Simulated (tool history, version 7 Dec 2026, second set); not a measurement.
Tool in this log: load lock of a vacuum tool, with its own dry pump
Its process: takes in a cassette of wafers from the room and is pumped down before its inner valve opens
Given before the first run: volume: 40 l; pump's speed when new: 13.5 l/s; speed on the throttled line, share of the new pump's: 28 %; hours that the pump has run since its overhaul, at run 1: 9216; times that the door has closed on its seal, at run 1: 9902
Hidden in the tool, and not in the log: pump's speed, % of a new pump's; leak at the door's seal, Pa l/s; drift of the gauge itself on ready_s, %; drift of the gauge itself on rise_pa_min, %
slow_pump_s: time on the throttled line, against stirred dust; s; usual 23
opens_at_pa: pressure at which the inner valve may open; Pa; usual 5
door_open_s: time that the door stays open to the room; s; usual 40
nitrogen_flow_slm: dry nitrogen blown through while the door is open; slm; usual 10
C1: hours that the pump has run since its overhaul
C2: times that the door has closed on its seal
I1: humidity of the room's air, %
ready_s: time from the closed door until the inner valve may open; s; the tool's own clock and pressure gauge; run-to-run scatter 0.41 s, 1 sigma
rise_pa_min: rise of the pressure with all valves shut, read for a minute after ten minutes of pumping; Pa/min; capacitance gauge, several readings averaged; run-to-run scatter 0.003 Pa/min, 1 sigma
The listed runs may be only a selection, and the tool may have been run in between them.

Run 1, hour 0: usual settings; C1 9216; C2 9902; I1 49.4. Result: ready_s 48.5 s, rise_pa_min 0.05 Pa/min.
Run 2, hour 124.2: usual settings; C1 9340; C2 10136; I1 46.6. Result: ready_s 49.5 s, rise_pa_min 0.048 Pa/min.
Run 3, hour 241.8: usual settings; C1 9458; C2 10358; I1 46. Result: ready_s 49.3 s, rise_pa_min 0.052 Pa/min.
Run 4, hour 357.9: usual settings; C1 9574; C2 10577; I1 47.4. Result: ready_s 49.1 s, rise_pa_min 0.053 Pa/min.
Run 5, hour 454: usual settings; C1 9670; C2 10758; I1 41.7. Result: ready_s 49.2 s, rise_pa_min 0.051 Pa/min.
Run 6, hour 546.7: usual settings; C1 9762; C2 10933; I1 43.5. Result: ready_s 49.6 s, rise_pa_min 0.053 Pa/min.
Run 7, hour 611.9: usual settings; C1 9828; C2 11055; I1 46.9. Result: ready_s 49.3 s, rise_pa_min 0.058 Pa/min.
Run 8, hour 734.2: usual settings but opens_at_pa 6 Pa; C1 9950; C2 11286; I1 42.4. Result: ready_s 48.4 s, rise_pa_min 0.056 Pa/min.
Run 9, hour 889.1: usual settings but opens_at_pa 6 Pa; C1 10105; C2 11578; I1 44.5. Result: ready_s 48.9 s, rise_pa_min 0.051 Pa/min.
Run 10, hour 1032.2: usual settings but opens_at_pa 6 Pa; C1 10248; C2 11848; I1 48.1. Result: ready_s 48.8 s, rise_pa_min 0.054 Pa/min.
Run 11, hour 1109.6: usual settings but slow_pump_s 36 s, opens_at_pa 4 Pa; C1 10325; C2 11994; I1 42.2. Result: ready_s 59.3 s, rise_pa_min 0.057 Pa/min.
Run 12, hour 1185.1: usual settings but slow_pump_s 28 s, opens_at_pa 4 Pa, door_open_s 102 s; C1 10401; C2 12136; I1 43.6. Result: ready_s 54 s, rise_pa_min 0.073 Pa/min.
Run 13, hour 1277.6: usual settings but slow_pump_s 28 s, opens_at_pa 4 Pa, door_open_s 102 s; C1 10493; C2 12311; I1 43.9. Result: ready_s 54.2 s, rise_pa_min 0.072 Pa/min.

Branching from run 13: 4 alternative next runs. What would each branch give?
Run A, hour 1359.8: usual settings but door_open_s 112 s; C1 10576; C2 12466; I1 46.4. Result: ready_s ?, rise_pa_min ?.
Run B, hour 1359.8: usual settings but slow_pump_s 14 s, door_open_s 186 s, nitrogen_flow_slm 7 slm; C1 10576; C2 12466; I1 44.7. Result: ready_s ?, rise_pa_min ?.
Run C, hour 1359.8: usual settings but slow_pump_s 28 s, opens_at_pa 4 Pa, door_open_s 156 s, nitrogen_flow_slm 37 slm; C1 10576; C2 12466; I1 46.8. Result: ready_s ?, rise_pa_min ?.
Run D, hour 1359.8: usual settings but opens_at_pa 7 Pa; C1 10576; C2 12466; I1 41.1. Result: ready_s ?, rise_pa_min ?.

run  ready_s  rise_pa_min
  A     49.1        0.077
  B     43.6        0.096
  C     53.8        0.059
  D     47.9         0.05
Stripped of hidden state, with their random variation kept, the same runs would have yielded:
run  ready_s  rise_pa_min
  A     46.1         0.05
  B     40.3         0.07
  C     50.8        0.033
  D     45.1        0.023

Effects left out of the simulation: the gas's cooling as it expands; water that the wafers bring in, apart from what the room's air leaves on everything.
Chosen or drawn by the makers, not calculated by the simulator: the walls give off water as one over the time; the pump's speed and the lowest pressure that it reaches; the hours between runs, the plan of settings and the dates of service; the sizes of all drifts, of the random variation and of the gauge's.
